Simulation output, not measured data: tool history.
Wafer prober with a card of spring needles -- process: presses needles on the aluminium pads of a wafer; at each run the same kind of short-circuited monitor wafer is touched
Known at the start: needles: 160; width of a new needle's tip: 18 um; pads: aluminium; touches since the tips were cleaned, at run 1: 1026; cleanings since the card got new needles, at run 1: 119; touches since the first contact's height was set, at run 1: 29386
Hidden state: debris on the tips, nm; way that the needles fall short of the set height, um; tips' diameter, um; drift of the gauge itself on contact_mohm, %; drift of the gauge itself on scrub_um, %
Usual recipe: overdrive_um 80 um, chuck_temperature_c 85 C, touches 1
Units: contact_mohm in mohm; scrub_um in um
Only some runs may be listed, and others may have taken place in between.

run,day,overdrive_um,chuck_temperature_c,touches,touches since the tips were cleaned,cleanings since the card got new needles,touches since the first contact's height was set,contact_mohm,scrub_um
1,0,80,85,1,1026,119,29386,120,19.69
# day 0.492: tips cleaned on abrasive film
# day 1.104: tips cleaned on abrasive film
2,1.129,80,85,1,357,121,43471,120,19.75
# day 1.725: tips cleaned on abrasive film
# day 2.304: tips cleaned on abrasive film
3,2.446,80,85,3,1775,123,59876,120,19.79
# day 2.908: tips cleaned on abrasive film
# day 3.492: tips cleaned on abrasive film
# day 4.117: tips cleaned on abrasive film
4,4.262,80,85,3,1839,126,82500,117,19.72
# day 4.733: tips cleaned on abrasive film
# day 5.338: tips cleaned on abrasive film
# day 5.917: tips cleaned on abrasive film
5,6.296,80,85,1,4779,129,107870,117,19.72
# day 6.429: tips cleaned on abrasive film
# day 7.046: tips cleaned on abrasive film
6,7.188,80,85,1,1789,131,118918,119,19.79
# day 7.567: tips cleaned on abrasive film
# day 8.192: tips cleaned on abrasive film
# day 8.804: tips cleaned on abrasive film
7,9.288,80,85,1,6100,134,145126,121,19.74
# day 9.417: tips cleaned on abrasive film
# day 9.996: tips cleaned on abrasive film
# day 10.558: tips cleaned on abrasive film
# day 11.175: tips cleaned on abrasive film
# day 11.188: height of the first contact set anew
8,11.188,80,44,1,0,138,0,112,19.72
# day 11.804: tips cleaned on abrasive film
# day 12.358: tips cleaned on abrasive film
# day 12.992: tips cleaned on abrasive film
9,13.021,80,44,1,400,141,22871,114,19.73
# day 13.521: tips cleaned on abrasive film
10,14.021,98,96,1,6288,142,35354,118,24.13
# day 14.15: tips cleaned on abrasive film
# day 14.704: tips cleaned on abrasive film
# day 15.338: tips cleaned on abrasive film
11,15.646,98,96,1,3885,145,55579,117,24.09
# day 15.862: tips cleaned on abrasive film
# day 16.458: tips cleaned on abrasive film
12,16.933,98,96,1,5981,147,71648,120,24.09
# day 17.058: tips cleaned on abrasive film
# day 17.583: tips cleaned on abrasive film
13,17.8,91,85,1,2667,149,82364,117,22.45
# day 18.167: tips cleaned on abrasive film
# day 18.792: tips cleaned on abrasive film
14,19.138,91,68,1,4335,151,99054,115,22.4

Predict each of these 4 candidate next runs independently; none follows another, all start after run 14:
# day 19.392: tips cleaned on abrasive film
# day 19.992: tips cleaned on abrasive film
# day 20.583: tips cleaned on abrasive film
A,20.596,89,34,1,162,154,117221,?,?
# day 19.392: tips cleaned on abrasive film
# day 19.992: tips cleaned on abrasive film
# day 20.583: tips cleaned on abrasive film
B,20.596,71,85,1,162,154,117221,?,?
# day 19.392: tips cleaned on abrasive film
# day 19.992: tips cleaned on abrasive film
# day 20.583: tips cleaned on abrasive film
C,20.596,87,68,1,162,154,117221,?,?
# day 19.392: tips cleaned on abrasive film
# day 19.992: tips cleaned on abrasive film
# day 20.583: tips cleaned on abrasive film
D,20.596,91,64,1,162,154,117221,?,?

run,contact_mohm,scrub_um
A,108,21.88
B,121,17.38
C,113,21.38
D,113,22.38
What these runs would have given with no unlogged condition in the tool:
run,contact_mohm,scrub_um
A,108,21.97
B,121,17.45
C,112,21.47
D,113,22.48
